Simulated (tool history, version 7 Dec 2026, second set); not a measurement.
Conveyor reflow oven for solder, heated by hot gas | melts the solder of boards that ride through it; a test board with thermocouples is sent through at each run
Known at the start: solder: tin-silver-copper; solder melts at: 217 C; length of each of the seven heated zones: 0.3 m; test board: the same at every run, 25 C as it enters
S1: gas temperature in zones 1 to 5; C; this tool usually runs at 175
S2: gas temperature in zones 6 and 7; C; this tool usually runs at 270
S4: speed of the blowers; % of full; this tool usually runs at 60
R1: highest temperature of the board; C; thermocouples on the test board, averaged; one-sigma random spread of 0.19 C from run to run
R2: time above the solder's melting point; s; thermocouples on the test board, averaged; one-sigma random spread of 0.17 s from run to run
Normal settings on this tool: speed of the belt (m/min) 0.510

Run 1, hour 0.0: usual settings. Result: R1 252.7 C, R2 53.1 s.
Run 2, hour 40.8: usual settings but S2 282 C. Result: R1 264.9 C, R2 60.9 s.
Run 3, hour 77.9: usual settings but speed of the belt (m/min) 0.570. Result: R1 250.2 C, R2 46.0 s.
Run 4, hour 98.2: usual settings but speed of the belt (m/min) 0.570. Result: R1 250.7 C, R2 46.2 s.
Run 5, hour 129.9: usual settings but speed of the belt (m/min) 0.570. Result: R1 250.9 C, R2 46.2 s.
Run 6, hour 156.9: usual settings but speed of the belt (m/min) 0.570. Result: R1 250.5 C, R2 45.9 s.
Run 7, hour 194.3: usual settings but speed of the belt (m/min) 0.570. Result: R1 250.3 C, R2 45.6 s.
Run 8, hour 222.1: usual settings. Result: R1 254.2 C, R2 54.9 s.
Run 9, hour 249.7: usual settings. Result: R1 254.2 C, R2 54.8 s.
Run 10, hour 271.8: usual settings. Result: R1 254.1 C, R2 54.9 s.
Run 11, hour 299.1: usual settings but S2 267 C. Result: R1 251.6 C, R2 53.0 s.
Run 12, hour 338.1: usual settings but S1 176 C, S2 267 C. Result: R1 251.7 C, R2 53.1 s.
Run 13, hour 373.2: usual settings but speed of the belt (m/min) 0.417. Result: R1 259.7 C, R2 72.0 s.
Run 14, hour 404.0: usual settings but speed of the belt (m/min) 0.417. Result: R1 259.8 C, R2 72.4 s.
Run 15, hour 434.9: usual settings but speed of the belt (m/min) 0.417, S4 86 % of full. Result: R1 263.3 C, R2 74.9 s.
Run 16, hour 467.7: usual settings but S1 188 C, S2 271 C, speed of the belt (m/min) 0.604, S4 58 % of full. Result: R1 251.0 C, R2 47.1 s.
Run 17, hour 501.0: usual settings but S1 182 C, S2 278 C, S4 59 % of full. Result: R1 261.7 C, R2 60.8 s.
Run 18, hour 535.7: usual settings but S1 181 C, S2 278 C, speed of the belt (m/min) 0.572, S4 62 % of full. Result: R1 257.4 C, R2 52.0 s.
Run 19, hour 555.8: usual settings but S1 183 C, S2 262 C. Result: R1 248.2 C, R2 53.5 s.
Run 20, hour 591.4: usual settings but S1 183 C, S2 262 C. Result: R1 248.2 C, R2 53.8 s.
Run 21, hour 614.7: usual settings but S2 282 C, speed of the belt (m/min) 0.444. Result: R1 269.0 C, R2 72.4 s.
Run 22, hour 635.8: usual settings but S1 171 C, S2 282 C, speed of the belt (m/min) 0.444, S4 70 % of full. Result: R1 270.3 C, R2 71.8 s.
Run 23, hour 671.4: usual settings but S1 163 C, S4 72 % of full. Result: R1 254.2 C, R2 51.0 s.
Run 24, hour 691.5: usual settings but S2 265 C, speed of the belt (m/min) 0.573. Result: R1 245.1 C, R2 41.6 s.
Run 25, hour 722.5: usual settings but S4 69 % of full. Result: R1 254.9 C, R2 55.6 s.
Run 26, hour 745.8: usual settings but S2 281 C, S4 54 % of full. Result: R1 261.2 C, R2 58.3 s.
Run 27, hour 776.6: usual settings but S2 281 C, S4 54 % of full. Result: R1 260.3 C, R2 57.0 s.
Run 28, hour 818.5: usual settings but S2 268 C, speed of the belt (m/min) 0.587, S4 54 % of full. Result: R1 246.6 C, R2 40.9 s.
Run 29, hour 848.4: usual settings but speed of the belt (m/min) 0.587, S4 54 % of full. Result: R1 247.7 C, R2 41.8 s.
Run 30, hour 882.4: usual settings but speed of the belt (m/min) 0.587, S4 54 % of full. Result: R1 247.9 C, R2 41.9 s.

Between the runs listed above, the log contained 4 entries, not reproduced here. Where in the sequence does each belong, and how does what the log doesn't record of the tool's condition differ from the listed run before to the listed run after?
Run 1 -> run 2: flux residue cleaned out of gas plates and filters (hour 7.6)
  heat that the gas passes to the board, % of a clean oven's: 89.7 -> 99.5; belt's true speed, % of the reading: 99.24 -> 99.22; true gas temperature in zones 6 and 7 over the reading, C: 0.97 -> 0.99
  measured less the result without the state, R1: -1.5 -> +1.1 C; R2: -1.0 -> +1.0 s
Run 19 -> run 20: belt drive overhauled, speed set with a stopwatch (hour 562.9)
  heat that the gas passes to the board, % of a clean oven's: 92.8 -> 92.4; belt's true speed, % of the reading: 98.87 -> 98.58; true gas temperature in zones 6 and 7 over the reading, C: 1.29 -> 1.31
  measured less the result without the state, R1: -0.1 -> -0.1 C; R2: +0.2 -> +0.3 s
Run 26 -> run 27: belt drive overhauled, speed set with a stopwatch, once more (hour 770.8)
  heat that the gas passes to the board, % of a clean oven's: 90.6 -> 90.3; belt's true speed, % of the reading: 98.48 -> 99.94; true gas temperature in zones 6 and 7 over the reading, C: 1.4 -> 1.42
  measured less the result without the state, R1: -0.6 -> -1.3 C; R2: +0.4 -> -1.0 s
Run 27 -> run 28: flux residue cleaned out of gas plates and filters (hour 791.3)
  heat that the gas passes to the board, % of a clean oven's: 90.3 -> 98.9; belt's true speed, % of the reading: 99.94 -> 99.92; true gas temperature in zones 6 and 7 over the reading, C: 1.42 -> 1.44
  measured less the result without the state, R1: -1.3 -> +0.9 C; R2: -1.0 -> +0.6 s
